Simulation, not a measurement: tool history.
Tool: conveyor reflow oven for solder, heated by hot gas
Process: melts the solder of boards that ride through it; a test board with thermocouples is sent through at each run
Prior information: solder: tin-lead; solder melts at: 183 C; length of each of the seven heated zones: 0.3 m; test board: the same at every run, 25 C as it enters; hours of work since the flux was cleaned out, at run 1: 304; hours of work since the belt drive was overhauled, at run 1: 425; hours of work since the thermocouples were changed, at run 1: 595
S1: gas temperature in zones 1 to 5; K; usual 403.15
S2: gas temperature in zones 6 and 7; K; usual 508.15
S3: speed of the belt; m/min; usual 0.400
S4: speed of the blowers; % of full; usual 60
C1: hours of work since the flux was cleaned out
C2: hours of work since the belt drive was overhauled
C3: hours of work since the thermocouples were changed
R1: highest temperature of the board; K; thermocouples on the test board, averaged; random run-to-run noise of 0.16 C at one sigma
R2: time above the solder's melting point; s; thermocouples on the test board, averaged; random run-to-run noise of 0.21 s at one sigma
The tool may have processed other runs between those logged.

run 1 hour=0.0 | S1=403.15 S2=508.15 S3=0.400 S4=60 | C1=304 C2=425 C3=595 | R1=486.45 R2=59.7
run 2 hour=27.0 | S1=403.15 S2=508.15 S3=0.400 S4=60 | C1=319 C2=441 C3=611 | R1=486.25 R2=59.6
run 3 hour=58.8 | S1=403.15 S2=508.15 S3=0.400 S4=60 | C1=337 C2=459 C3=629 | R1=486.55 R2=59.4
run 4 hour=85.7 | S1=403.15 S2=508.15 S3=0.400 S4=60 | C1=353 C2=475 C3=644 | R1=486.25 R2=59.9
-- hour=108.4 flux residue cleaned out of gas plates and filters
run 5 hour=110.8 | S1=403.15 S2=508.15 S3=0.400 S4=60 | C1=1 C2=486 C3=656 | R1=488.75 R2=62.7
run 6 hour=134.8 | S1=403.15 S2=508.15 S3=0.400 S4=60 | C1=15 C2=500 C3=670 | R1=488.65 R2=62.3
run 7 hour=152.5 | S1=403.15 S2=508.15 S3=0.400 S4=60 | C1=25 C2=510 C3=680 | R1=488.55 R2=63.0
run 8 hour=172.6 | S1=403.15 S2=508.15 S3=0.400 S4=60 | C1=37 C2=522 C3=692 | R1=488.25 R2=62.2
run 9 hour=206.4 | S1=403.15 S2=508.15 S3=0.400 S4=60 | C1=56 C2=541 C3=711 | R1=488.45 R2=62.0
run 10 hour=242.0 | S1=403.15 S2=508.15 S3=0.400 S4=60 | C1=77 C2=562 C3=732 | R1=488.25 R2=62.4
run 11 hour=270.1 | S1=403.15 S2=508.15 S3=0.400 S4=73 | C1=93 C2=578 C3=748 | R1=492.25 R2=66.8
run 12 hour=299.1 | S1=403.15 S2=508.15 S3=0.400 S4=73 | C1=110 C2=595 C3=764 | R1=492.55 R2=67.1
run 13 hour=341.5 | S1=403.15 S2=508.15 S3=0.400 S4=73 | C1=134 C2=619 C3=789 | R1=492.55 R2=67.0
run 14 hour=363.4 | S1=403.15 S2=508.15 S3=0.400 S4=73 | C1=147 C2=632 C3=801 | R1=492.05 R2=67.2
run 15 hour=396.3 | S1=403.15 S2=508.15 S3=0.400 S4=73 | C1=166 C2=651 C3=820 | R1=492.45 R2=67.0
-- hour=403.7 belt drive overhauled, speed set with a stopwatch
-- hour=405.7 thermocouples of zones 6 and 7 changed
run 16 hour=434.2 | S1=403.15 S2=508.15 S3=0.400 S4=73 | C1=184 C2=16 C3=16 | R1=490.55 R2=66.0
run 17 hour=455.9 | S1=407.15 S2=508.15 S3=0.397 S4=87 | C1=197 C2=29 C3=29 | R1=494.85 R2=72.4
run 18 hour=474.6 | S1=403.15 S2=509.15 S3=0.409 S4=60 | C1=207 C2=40 C3=40 | R1=486.35 R2=59.3
run 19 hour=513.8 | S1=403.15 S2=509.15 S3=0.409 S4=60 | C1=230 C2=62 C3=62 | R1=486.25 R2=59.3
run 20 hour=555.2 | S1=403.15 S2=509.15 S3=0.409 S4=60 | C1=254 C2=86 C3=86 | R1=486.25 R2=58.7
run 21 hour=591.2 | S1=403.15 S2=509.15 S3=0.409 S4=60 | C1=275 C2=107 C3=107 | R1=486.15 R2=59.3
-- hour=606.0 belt drive overhauled, speed set with a stopwatch, once more
run 22 hour=631.9 | S1=403.15 S2=508.15 S3=0.477 S4=60 | C1=296 C2=15 C3=128 | R1=477.65 R2=39.4
run 23 hour=657.7 | S1=417.15 S2=512.15 S3=0.436 S4=86 | C1=311 C2=30 C3=143 | R1=495.85 R2=67.7
run 24 hour=680.6 | S1=417.15 S2=512.15 S3=0.436 S4=86 | C1=324 C2=43 C3=156 | R1=495.35 R2=68.0
run 25 hour=711.8 | S1=417.15 S2=512.15 S3=0.440 S4=64 | C1=342 C2=61 C3=174 | R1=488.95 R2=61.5
run 26 hour=731.2 | S1=417.15 S2=512.15 S3=0.440 S4=86 | C1=353 C2=72 C3=185 | R1=495.25 R2=67.2
-- hour=751.9 flux residue cleaned out of gas plates and filters
run 27 hour=769.2 | S1=417.15 S2=512.15 S3=0.440 S4=86 | C1=10 C2=91 C3=204 | R1=497.75 R2=69.2
run 28 hour=794.2 | S1=403.15 S2=508.15 S3=0.386 S4=60 | C1=24 C2=106 C3=219 | R1=488.95 R2=64.9
run 29 hour=834.0 | S1=416.15 S2=500.15 S3=0.386 S4=67 | C1=47 C2=128 C3=242 | R1=486.25 R2=68.8
run 30 hour=855.7 | S1=400.15 S2=502.15 S3=0.386 S4=67 | C1=60 C2=141 C3=254 | R1=485.35 R2=60.4

Below are 3 alternative next runs, each starting from the tool's condition after run 30. Predict each:
run A hour=882.4 | S1=417.15 S2=507.15 S3=0.386 S4=67 | C1=75 C2=156 C3=269 | R1=? R2=?
run B hour=882.4 | S1=400.15 S2=514.15 S3=0.386 S4=67 | C1=75 C2=156 C3=269 | R1=? R2=?
run C hour=882.4 | S1=415.15 S2=502.15 S3=0.400 S4=67 | C1=75 C2=156 C3=269 | R1=? R2=?

run=A R1=492.75 R2=74.6
run=B R1=495.95 R2=70.3
run=C R1=487.25 R2=65.9
Without the tool's unlogged condition, the same runs would have read:
run=A R1=492.45 R2=74.1
run=B R1=495.75 R2=69.8
run=C R1=486.95 R2=65.5

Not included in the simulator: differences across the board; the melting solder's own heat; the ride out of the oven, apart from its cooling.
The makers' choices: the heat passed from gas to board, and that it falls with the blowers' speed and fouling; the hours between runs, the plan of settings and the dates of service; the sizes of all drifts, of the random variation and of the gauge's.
